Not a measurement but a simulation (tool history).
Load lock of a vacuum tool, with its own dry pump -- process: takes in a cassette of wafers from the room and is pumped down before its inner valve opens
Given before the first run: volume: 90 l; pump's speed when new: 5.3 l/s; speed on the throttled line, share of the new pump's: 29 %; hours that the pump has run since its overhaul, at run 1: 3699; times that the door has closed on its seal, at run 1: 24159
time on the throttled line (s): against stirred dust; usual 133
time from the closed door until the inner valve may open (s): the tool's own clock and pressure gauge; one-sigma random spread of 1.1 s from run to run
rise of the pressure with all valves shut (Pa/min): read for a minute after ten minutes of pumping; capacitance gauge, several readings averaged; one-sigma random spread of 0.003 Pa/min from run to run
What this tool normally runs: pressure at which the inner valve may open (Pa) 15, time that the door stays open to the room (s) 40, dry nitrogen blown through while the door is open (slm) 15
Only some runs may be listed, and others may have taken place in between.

| run | hour | time on the throttled line (s) | pressure at which the inner valve may open (Pa) | time that the door stays open to the room (s) | dry nitrogen blown through while the door is open (slm) | hours that the pump has run since its overhaul | times that the door has closed on its seal | incoming humidity of the room's air, % | time from the closed door until the inner valve may open (s) | rise of the pressure with all valves shut (Pa/min) |
|---|---|---|---|---|---|---|---|---|---|---|
| 1 | 0 | 133 | 15 | 40 | 15 | 3699 | 24159 | 47.7 | 244.3 | 0.029 |
| 2 | 54 | 133 | 15 | 54 | 15 | 3753 | 24426 | 47.6 | 246.2 | 0.039 |
| 3 | 109.8 | 133 | 15 | 40 | 6 | 3809 | 24702 | 45 | 245.2 | 0.035 |
| 4 | 155.7 | 133 | 15 | 40 | 6 | 3855 | 24928 | 44.8 | 243.4 | 0.035 |
| 5 | 246.2 | 133 | 26 | 40 | 6 | 3945 | 25375 | 43.3 | 235.3 | 0.037 |
| 6 | 300.9 | 133 | 26 | 40 | 6 | 4000 | 25645 | 46.2 | 233.3 | 0.035 |
| 7 | 375.2 | 133 | 15 | 40 | 7 | 4074 | 26012 | 45.4 | 243.9 | 0.034 |
| 8 | 483.7 | 133 | 15 | 40 | 7 | 4183 | 26548 | 43.9 | 243.9 | 0.027 |
| 9 | 528 | 133 | 15 | 55 | 15 | 4227 | 26767 | 42.1 | 246.3 | 0.031 |
| 10 | 631.7 | 133 | 15 | 55 | 15 | 4331 | 27279 | 44.1 | 243.6 | 0.026 |
| 11 | 714.4 | 133 | 15 | 40 | 15 | 4414 | 27688 | 44.3 | 245.4 | 0.027 |
| 12 | 765.3 | 133 | 15 | 40 | 15 | 4465 | 27939 | 43.8 | 244.5 | 0.026 |
| 13 | 838.3 | 133 | 14 | 40 | 15 | 4538 | 28300 | 44.4 | 243.9 | 0.024 |
| 14 | 909.8 | 133 | 15 | 40 | 15 | 4609 | 28653 | 45.9 | 245 | 0.026 |
| 15 | 969.5 | 133 | 15 | 40 | 4 | 4669 | 28948 | 46.8 | 243.8 | 0.041 |
| 16 | 1072.7 | 133 | 15 | 40 | 15 | 4772 | 29458 | 45 | 245.6 | 0.027 |
| 17 | 1159.9 | 133 | 15 | 52 | 15 | 4859 | 29889 | 47.5 | 246.4 | 0.033 |
| 18 | 1237.8 | 133 | 15 | 52 | 15 | 4937 | 30273 | 45.6 | 244.4 | 0.03 |
| 19 | 1307.3 | 133 | 15 | 52 | 15 | 5007 | 30617 | 45.8 | 244.2 | 0.031 |
| 20 | 1417.6 | 133 | 15 | 52 | 15 | 5117 | 31161 | 41.8 | 244.4 | 0.025 |
| 21 | 1515.6 | 133 | 15 | 133 | 16 | 5215 | 31645 | 44.9 | 244.4 | 0.042 |
| 22 | 1611.9 | 133 | 15 | 133 | 16 | 5311 | 32121 | 44.1 | 245.1 | 0.041 |
| 23 | 1673 | 100 | 27 | 54 | 43 | 5372 | 32423 | 44.2 | 211.9 | 0.021 |
| 24 | 1732.4 | 100 | 27 | 54 | 43 | 5432 | 32716 | 44.2 | 210.7 | 0.016 |
| 25 | 1810.5 | 100 | 27 | 54 | 43 | 5510 | 33102 | 44.4 | 211.7 | 0.023 |
| 26 | 1902.4 | 166 | 19 | 205 | 21 | 5602 | 33556 | 44.1 | 264.5 | 0.046 |
| 27 | 1988.3 | 127 | 27 | 37 | 13 | 5688 | 33980 | 43.8 | 230.1 | 0.032 |
| 28 | 2055.1 | 160 | 16 | 32 | 4 | 5754 | 34310 | 45.6 | 263.6 | 0.034 |
| 29 | 2119.5 | 224 | 23 | 35 | 19 | 5819 | 34628 | 41.8 | 301.2 | 0.019 |
| 30 | 2185.4 | 224 | 26 | 145 | 9 | 5885 | 34954 | 46.9 | 298.7 | 0.053 |
| 31 | 2263.4 | 215 | 11 | 40 | 18 | 5963 | 35339 | 43.3 | 308.7 | 0.024 |
| 32 | 2367.6 | 215 | 11 | 40 | 18 | 6067 | 35854 | 48.9 | 308.9 | 0.024 |
| 33 | 2432.3 | 118 | 11 | 96 | 21 | 6132 | 36173 | 42.2 | 241.5 | 0.036 |
| 34 | 2541.9 | 225 | 16 | 31 | 15 | 6241 | 36714 | 46.8 | 307.2 | 0.025 |
| 35 | 2640.4 | 68 | 16 | 31 | 16 | 6340 | 37201 | 42.9 | 197 | 0.022 |
| 36 | 2748.9 | 68 | 16 | 33 | 12 | 6448 | 37737 | 45.1 | 197 | 0.024 |

Predict each of these 3 candidate next runs independently; none follows another, all start after run 36:
| A | 2846.9 | 84 | 30 | 33 | 14 | 6546 | 38221 | 45.9 | ? | ? |
| B | 2846.9 | 68 | 14 | 33 | 12 | 6546 | 38221 | 44.6 | ? | ? |
| C | 2846.9 | 245 | 27 | 159 | 12 | 6546 | 38221 | 44.4 | ? | ? |

| run | time from the closed door until the inner valve may open (s) | rise of the pressure with all valves shut (Pa/min) |
|---|---|---|
| A | 196.2 | 0.026 |
| B | 199.3 | 0.024 |
| C | 314.9 | 0.049 |
Stripped of hidden state, with their random variation kept, the same runs would have yielded:
| run | time from the closed door until the inner valve may open (s) | rise of the pressure with all valves shut (Pa/min) |
|---|---|---|
| A | 196.1 | 0.025 |
| B | 199.2 | 0.023 |
| C | 314.8 | 0.047 |
